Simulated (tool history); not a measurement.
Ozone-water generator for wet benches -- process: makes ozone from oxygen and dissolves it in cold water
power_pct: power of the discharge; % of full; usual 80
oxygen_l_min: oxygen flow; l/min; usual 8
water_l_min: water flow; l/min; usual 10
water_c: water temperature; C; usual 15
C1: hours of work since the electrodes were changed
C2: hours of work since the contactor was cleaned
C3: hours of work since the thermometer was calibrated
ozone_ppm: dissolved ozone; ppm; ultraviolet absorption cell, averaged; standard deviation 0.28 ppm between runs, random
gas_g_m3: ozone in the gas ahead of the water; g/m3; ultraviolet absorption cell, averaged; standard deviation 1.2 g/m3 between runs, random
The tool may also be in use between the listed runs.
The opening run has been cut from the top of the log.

run 2 hour=70.7 | power_pct=80 oxygen_l_min=8 water_l_min=10 water_c=15 | C1=899 C2=6279 C3=3489 | ozone_ppm=42.8 gas_g_m3=227.8
run 3 hour=135.1 | power_pct=80 oxygen_l_min=8 water_l_min=10 water_c=15 | C1=947 C2=6327 C3=3537 | ozone_ppm=43.2 gas_g_m3=225.6
run 4 hour=234.3 | power_pct=80 oxygen_l_min=8 water_l_min=10 water_c=15 | C1=1021 C2=6401 C3=3611 | ozone_ppm=43.6 gas_g_m3=226.1
run 5 hour=300.1 | power_pct=80 oxygen_l_min=8 water_l_min=10 water_c=15 | C1=1070 C2=6450 C3=3660 | ozone_ppm=42.9 gas_g_m3=227.9
run 6 hour=390.1 | power_pct=80 oxygen_l_min=8 water_l_min=10 water_c=15 | C1=1137 C2=6517 C3=3728 | ozone_ppm=43.1 gas_g_m3=227.3
run 7 hour=431.9 | power_pct=80 oxygen_l_min=8 water_l_min=10 water_c=15 | C1=1169 C2=6548 C3=3759 | ozone_ppm=43.8 gas_g_m3=224.5
run 8 hour=518.8 | power_pct=80 oxygen_l_min=8 water_l_min=10 water_c=15 | C1=1234 C2=6613 C3=3824 | ozone_ppm=43.1 gas_g_m3=225.5
run 9 hour=595.8 | power_pct=80 oxygen_l_min=4.35 water_l_min=10 water_c=15 | C1=1291 C2=6671 C3=3881 | ozone_ppm=48.4 gas_g_m3=317
run 10 hour=640.6 | power_pct=80 oxygen_l_min=4.35 water_l_min=10 water_c=15 | C1=1324 C2=6704 C3=3915 | ozone_ppm=48.1 gas_g_m3=319
run 11 hour=707.4 | power_pct=80 oxygen_l_min=8 water_l_min=10 water_c=9 | C1=1374 C2=6754 C3=3965 | ozone_ppm=49.3 gas_g_m3=222.1
run 12 hour=752.7 | power_pct=80 oxygen_l_min=8 water_l_min=10 water_c=15 | C1=1408 C2=6788 C3=3998 | ozone_ppm=43.6 gas_g_m3=224.9
run 13 hour=826.9 | power_pct=80 oxygen_l_min=4.14 water_l_min=10 water_c=15 | C1=1464 C2=6843 C3=4054 | ozone_ppm=49.3 gas_g_m3=323.6
run 14 hour=874.7 | power_pct=80 oxygen_l_min=4.14 water_l_min=10 water_c=15 | C1=1499 C2=6879 C3=4090 | ozone_ppm=48.8 gas_g_m3=326.9
run 15 hour=973.3 | power_pct=80 oxygen_l_min=4.14 water_l_min=10 water_c=15 | C1=1573 C2=6953 C3=4163 | ozone_ppm=48.9 gas_g_m3=325.2
run 16 hour=1059.9 | power_pct=79 oxygen_l_min=4.14 water_l_min=10 water_c=15 | C1=1638 C2=7017 C3=4228 | ozone_ppm=48.1 gas_g_m3=320.3
run 17 hour=1150.7 | power_pct=80 oxygen_l_min=5.09 water_l_min=10 water_c=10 | C1=1705 C2=7085 C3=4296 | ozone_ppm=52.2 gas_g_m3=286.3
run 18 hour=1240.2 | power_pct=80 oxygen_l_min=8.78 water_l_min=7 water_c=15 | C1=1772 C2=7152 C3=4362 | ozone_ppm=49.2 gas_g_m3=210.7
run 19 hour=1300.6 | power_pct=61 oxygen_l_min=8 water_l_min=10 water_c=7 | C1=1817 C2=7197 C3=4408 | ozone_ppm=43.2 gas_g_m3=187.4

The next listed run, before its measurement:
run 20 hour=1373.8 | power_pct=87 oxygen_l_min=8 water_l_min=14 water_c=15 | C1=1872 C2=7252 C3=4462 | ozone_ppm=? gas_g_m3=?

Logged for run 20: ozone_ppm 37.1 ppm, gas_g_m3 233.5 g/m3.
Minus the tool's unlogged condition, the same run would have read ozone_ppm 37.2 ppm, gas_g_m3 239.8 g/m3.
